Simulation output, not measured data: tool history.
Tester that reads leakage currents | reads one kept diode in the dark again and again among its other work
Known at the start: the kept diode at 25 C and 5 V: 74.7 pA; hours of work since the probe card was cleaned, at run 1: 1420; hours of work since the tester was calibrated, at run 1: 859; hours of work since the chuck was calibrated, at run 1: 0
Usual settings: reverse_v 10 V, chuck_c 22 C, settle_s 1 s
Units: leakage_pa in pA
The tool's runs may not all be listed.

run     day  reverse_v  chuck_c  settle_s  hours of work since the probe card was cleaned  hours of work since the tester was calibrated  hours of work since the chuck was calibrated  leakage_pa
  1       0         10       22         1                                            1420                                            859                                             0       84.14
  2   1.333         10       22         1                                            1435                                            873                                            14       84.69
  3   3.246        4.7       22         1                                            1455                                            894                                            35       59.19
  4   4.992        4.7       22      1.42                                            1474                                            912                                            53          59
  5   5.954         10       22      0.36                                            1484                                            923                                            64       86.18
  6   8.138         10       22      3.57                                            1507                                            946                                            87        83.4
  7   9.625         10       22      3.57                                            1523                                            962                                           103       83.58
  8  11.433         10       22      3.57                                            1543                                            981                                           122       83.18
  9  13.521         10       22         1                                            1565                                           1003                                           145       83.52
 10  15.188         10       49         1                                            1583                                           1021                                           162      534.75
 11  16.333         10       49         1                                            1595                                           1034                                           175      533.11
 12  17.946         10       49         1                                            1612                                           1051                                           192      531.17
 13  19.208         10       22         1                                            1626                                           1064                                           205       83.13
 14  20.954         10       22         1                                            1644                                           1083                                           224       82.69
 15  23.121         10       22         1                                            1668                                           1106                                           247       83.08
 16  24.854         10       22         1                                            1686                                           1125                                           266        83.3
 17  25.929         10       22         1                                            1698                                           1136                                           277       83.31
 18  26.925         10       22         1                                            1708                                           1147                                           288       82.91
 19  28.812         10       22         1                                            1728                                           1167                                           308       82.99
 20  30.408         10       22         1                                            1745                                           1184                                           325       82.74
 21  32.438         10       56         1                                            1767                                           1206                                           347      812.86
 22  34.312         10       40         1                                            1787                                           1226                                           367      290.92
 23  36.242        3.9       52         1                                            1808                                           1246                                           387      416.63
 24  38.317        2.7       52         1                                            1830                                           1269                                           410      355.31
 25   40.25       13.3       47         1                                            1851                                           1289                                           430      522.26
 26  42.358        7.9       23       0.5                                            1873                                           1312                                           453       79.72
 27  43.925        5.6       25      1.63                                            1890                                           1328                                           470       77.65
 28  45.188         10       22      3.39                                            1903                                           1342                                           483       81.29
 29  46.183       17.4       28         1                                            1914                                           1353                                           494      162.96
 30  47.121        3.6       25      7.05                                            1924                                           1363                                           504       63.18
 31  48.492        3.6       25      7.05                                            1939                                           1377                                           518       63.31
 32  50.629        3.6       25      7.05                                            1962                                           1400                                           541       62.83
 33  52.729        2.4       42      5.27                                            1984                                           1423                                           564      173.69
 34  54.458        2.4       42      5.27                                            2003                                           1441                                           582      173.86
 35  56.504        1.3       22         1                                            2024                                           1463                                           604       31.86
 36  58.079        1.3       22         1                                            2041                                           1480                                           621       31.86
 37  59.321        1.3       22         1                                            2055                                           1493                                           634       31.61
 38  60.988        6.8       35       8.5                                            2072                                           1511                                           652      170.04
 39  62.967        6.5       56      4.98                                            2093                                           1532                                           673      655.42

Forecast each of these 5 alternatives for the next run:
  A  64.946         19       35      2.77                                            2115                                           1553                                           694           ?
  B  64.946        6.5       56      3.24                                            2115                                           1553                                           694           ?
  C  64.946        4.5       36      4.98                                            2115                                           1553                                           694           ?
  D  64.946        1.4       26      0.32                                            2115                                           1553                                           694           ?
  E  64.946        2.2       48      4.98                                            2115                                           1553                                           694           ?

run  leakage_pa
  A      270.58
  B      654.86
  C      151.03
  D        44.2
  E      246.25
Without the tool's hidden state the same runs would have given:
run  leakage_pa
  A      278.61
  B      690.83
  C       158.7
  D       46.55
  E      260.49
